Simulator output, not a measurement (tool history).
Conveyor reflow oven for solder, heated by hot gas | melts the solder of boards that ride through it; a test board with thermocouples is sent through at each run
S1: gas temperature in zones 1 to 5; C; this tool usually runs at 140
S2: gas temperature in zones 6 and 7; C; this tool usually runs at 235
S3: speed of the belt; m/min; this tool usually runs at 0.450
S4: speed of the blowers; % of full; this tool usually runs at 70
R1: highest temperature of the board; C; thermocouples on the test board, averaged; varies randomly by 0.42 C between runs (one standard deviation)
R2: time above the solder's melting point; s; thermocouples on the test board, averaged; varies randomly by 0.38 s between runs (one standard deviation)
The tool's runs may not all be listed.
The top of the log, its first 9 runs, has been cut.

run,day,S1,S2,S3,S4,R1,R2
10,6.029,144,235,0.450,68,216.4,60.3
11,6.550,140,235,0.450,70,215.3,58.7
12,7.167,140,235,0.450,70,215.2,59.0
13,7.850,140,235,0.450,70,216.1,59.2
14,8.688,140,240,0.450,70,218.7,61.4
15,9.250,140,226,0.450,70,207.3,50.5
16,9.971,140,226,0.450,70,206.6,50.7
17,10.417,140,226,0.450,70,207.7,51.2
18,10.929,129,239,0.450,67,213.7,53.1
19,11.554,129,244,0.450,67,219.0,56.8
20,12.425,129,244,0.450,67,218.6,56.8
21,13.233,140,224,0.450,67,203.8,46.8
22,13.942,140,224,0.437,60,202.3,45.1
23,14.571,140,224,0.437,60,202.4,44.8
24,15.433,140,224,0.437,60,202.3,44.9
25,16.296,153,242,0.450,70,221.7,69.2
26,17.200,149,235,0.450,70,215.7,62.4
# day 17.550: flux residue cleaned out of gas plates and filters
27,18.025,135,226,0.450,88,211.7,56.0
28,18.692,135,223,0.450,88,208.5,52.9
29,19.279,135,234,0.450,84,217.8,59.6
30,19.788,135,234,0.450,84,218.1,59.3

Below are 4 alternative next runs, each starting from the tool's condition after run 30. Predict each:
A,20.492,149,247,0.483,70,?,?
B,20.492,140,225,0.375,70,?,?
C,20.492,135,245,0.450,68,?,?
D,20.492,140,235,0.450,70,?,?

run,R1,R2
A,224.7,65.1
B,211.1,68.3
C,220.5,61.5
D,214.9,58.5
With no hidden state in the tool, these same runs would have given:
run,R1,R2
A,227.3,66.5
B,213.7,70.8
C,223.2,63.2
D,217.5,60.5
